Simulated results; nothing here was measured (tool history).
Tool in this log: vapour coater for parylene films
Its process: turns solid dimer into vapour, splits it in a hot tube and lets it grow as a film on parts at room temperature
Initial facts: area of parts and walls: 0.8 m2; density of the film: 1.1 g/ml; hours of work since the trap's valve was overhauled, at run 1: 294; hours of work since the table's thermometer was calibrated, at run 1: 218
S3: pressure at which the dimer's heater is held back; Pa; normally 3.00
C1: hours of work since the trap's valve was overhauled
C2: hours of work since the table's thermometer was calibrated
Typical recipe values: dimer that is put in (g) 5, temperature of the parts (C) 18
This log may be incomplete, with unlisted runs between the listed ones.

run 1 hour=0.0 | dimer_that_is_put_in_(g)=5 temperature_of_the_parts_(C)=18 S3=3.00 | C1=294 C2=218 | thickness_of_the_film_(um)=4.52
run 2 hour=35.2 | dimer_that_is_put_in_(g)=5 temperature_of_the_parts_(C)=15 S3=3.00 | C1=324 C2=248 | thickness_of_the_film_(um)=5.13
-- hour=41.7 trap's valve overhauled
run 3 hour=81.9 | dimer_that_is_put_in_(g)=5 temperature_of_the_parts_(C)=15 S3=3.00 | C1=34 C2=285 | thickness_of_the_film_(um)=5.25
run 4 hour=124.4 | dimer_that_is_put_in_(g)=5 temperature_of_the_parts_(C)=18 S3=2.21 | C1=71 C2=321 | thickness_of_the_film_(um)=4.79
run 5 hour=163.0 | dimer_that_is_put_in_(g)=5 temperature_of_the_parts_(C)=18 S3=2.21 | C1=104 C2=354 | thickness_of_the_film_(um)=4.80
run 6 hour=210.1 | dimer_that_is_put_in_(g)=5 temperature_of_the_parts_(C)=18 S3=2.21 | C1=144 C2=395 | thickness_of_the_film_(um)=4.88
run 7 hour=273.4 | dimer_that_is_put_in_(g)=5 temperature_of_the_parts_(C)=18 S3=3.00 | C1=199 C2=449 | thickness_of_the_film_(um)=4.52
run 8 hour=299.5 | dimer_that_is_put_in_(g)=5 temperature_of_the_parts_(C)=16 S3=9.37 | C1=221 C2=471 | thickness_of_the_film_(um)=3.83
run 9 hour=356.5 | dimer_that_is_put_in_(g)=9 temperature_of_the_parts_(C)=11 S3=3.79 | C1=270 C2=520 | thickness_of_the_film_(um)=9.94
run 10 hour=402.2 | dimer_that_is_put_in_(g)=9 temperature_of_the_parts_(C)=11 S3=3.79 | C1=309 C2=559 | thickness_of_the_film_(um)=9.88
-- hour=425.1 trap's valve overhauled
run 11 hour=446.4 | dimer_that_is_put_in_(g)=2 temperature_of_the_parts_(C)=21 S3=2.35 | C1=18 C2=594 | thickness_of_the_film_(um)=1.68
run 12 hour=485.5 | dimer_that_is_put_in_(g)=2 temperature_of_the_parts_(C)=21 S3=2.35 | C1=52 C2=627 | thickness_of_the_film_(um)=1.67
run 13 hour=540.1 | dimer_that_is_put_in_(g)=7 temperature_of_the_parts_(C)=19 S3=9.51 | C1=99 C2=674 | thickness_of_the_film_(um)=4.64

3 options for the next run, each taken on its own from the tool as it stands now. Forecast them:
run A hour=603.4 | dimer_that_is_put_in_(g)=4 temperature_of_the_parts_(C)=15 S3=10.40 | C1=153 C2=728 | thickness_of_the_film_(um)=?
run B hour=603.4 | dimer_that_is_put_in_(g)=7 temperature_of_the_parts_(C)=28 S3=10.28 | C1=153 C2=728 | thickness_of_the_film_(um)=?
run C hour=603.4 | dimer_that_is_put_in_(g)=5 temperature_of_the_parts_(C)=12 S3=9.51 | C1=153 C2=728 | thickness_of_the_film_(um)=?

run=A thickness_of_the_film_(um)=3.11
run=B thickness_of_the_film_(um)=2.97
run=C thickness_of_the_film_(um)=4.65
What these runs would have given with no unlogged condition in the tool:
run=A thickness_of_the_film_(um)=3.12
run=B thickness_of_the_film_(um)=2.98
run=C thickness_of_the_film_(um)=4.66

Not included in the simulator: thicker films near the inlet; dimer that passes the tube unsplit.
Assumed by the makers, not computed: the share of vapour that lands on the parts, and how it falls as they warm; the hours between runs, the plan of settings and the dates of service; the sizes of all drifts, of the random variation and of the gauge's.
